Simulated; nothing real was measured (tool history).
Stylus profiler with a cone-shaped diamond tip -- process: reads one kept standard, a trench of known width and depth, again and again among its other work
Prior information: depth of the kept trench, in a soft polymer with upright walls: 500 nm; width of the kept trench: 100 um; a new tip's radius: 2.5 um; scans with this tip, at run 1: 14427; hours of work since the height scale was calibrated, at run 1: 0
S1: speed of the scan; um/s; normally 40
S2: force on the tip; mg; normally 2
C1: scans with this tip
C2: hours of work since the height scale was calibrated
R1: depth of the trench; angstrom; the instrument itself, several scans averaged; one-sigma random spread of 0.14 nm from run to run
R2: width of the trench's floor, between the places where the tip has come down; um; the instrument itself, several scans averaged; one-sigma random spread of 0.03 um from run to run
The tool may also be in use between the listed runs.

run 1 hour=0 | S1=40 S2=2 | C1=14427 C2=0 | R1=5069 R2=96.76
run 2 hour=51 | S1=40 S2=2 | C1=14765 C2=28 | R1=5070 R2=96.76
run 3 hour=82 | S1=40 S2=1.68 | C1=14971 C2=45 | R1=5060.5 R2=96.72
run 4 hour=127 | S1=40 S2=2 | C1=15270 C2=69 | R1=5068.6 R2=96.76
run 5 hour=158.7 | S1=40 S2=2.03 | C1=15480 C2=87 | R1=5068.8 R2=96.78
run 6 hour=200.5 | S1=27 S2=2.03 | C1=15758 C2=110 | R1=5069.6 R2=96.8
run 7 hour=249.8 | S1=40 S2=2 | C1=16085 C2=137 | R1=5068.7 R2=96.8
run 8 hour=288 | S1=40 S2=2 | C1=16339 C2=158 | R1=5070.6 R2=96.79
run 9 hour=316.5 | S1=16 S2=1.05 | C1=16528 C2=173 | R1=5044.8 R2=96.86
run 10 hour=356.5 | S1=78 S2=5.4 | C1=16794 C2=195 | R1=5133 R2=96.76
run 11 hour=389.6 | S1=153 S2=1.34 | C1=17013 C2=213 | R1=5051.1 R2=96.03
run 12 hour=445 | S1=10 S2=3.69 | C1=17382 C2=243 | R1=5101.8 R2=96.97
run 13 hour=476.1 | S1=10 S2=3.69 | C1=17588 C2=260 | R1=5103.2 R2=96.93
run 14 hour=525.9 | S1=10 S2=3.69 | C1=17918 C2=288 | R1=5102.7 R2=96.97
run 15 hour=578.1 | S1=40 S2=3.07 | C1=18265 C2=316 | R1=5091.5 R2=96.85
run 16 hour=624.6 | S1=106 S2=1.17 | C1=18574 C2=342 | R1=5049.1 R2=96.26

Here are 5 independent what-if runs from the current tool condition. What would each one return?
run A hour=675.6 | S1=11 S2=5.23 | C1=18912 C2=370 | R1=? R2=?
run B hour=675.6 | S1=128 S2=4.74 | C1=18912 C2=370 | R1=? R2=?
run C hour=675.6 | S1=19 S2=5.89 | C1=18912 C2=370 | R1=? R2=?
run D hour=675.6 | S1=15 S2=0.77 | C1=18912 C2=370 | R1=? R2=?
run E hour=675.6 | S1=54 S2=5.67 | C1=18912 C2=370 | R1=? R2=?

run=A R1=5133.2 R2=96.97
run=B R1=5122.3 R2=96.57
run=C R1=5143 R2=96.93
run=D R1=5035.5 R2=96.85
run=E R1=5139.7 R2=96.79
Had the tool no hidden state, the same runs would have come out as:
run=A R1=5133.3 R2=96.99
run=B R1=5122.3 R2=96.59
run=C R1=5143 R2=96.95
run=D R1=5035.6 R2=96.87
run=E R1=5139.8 R2=96.81
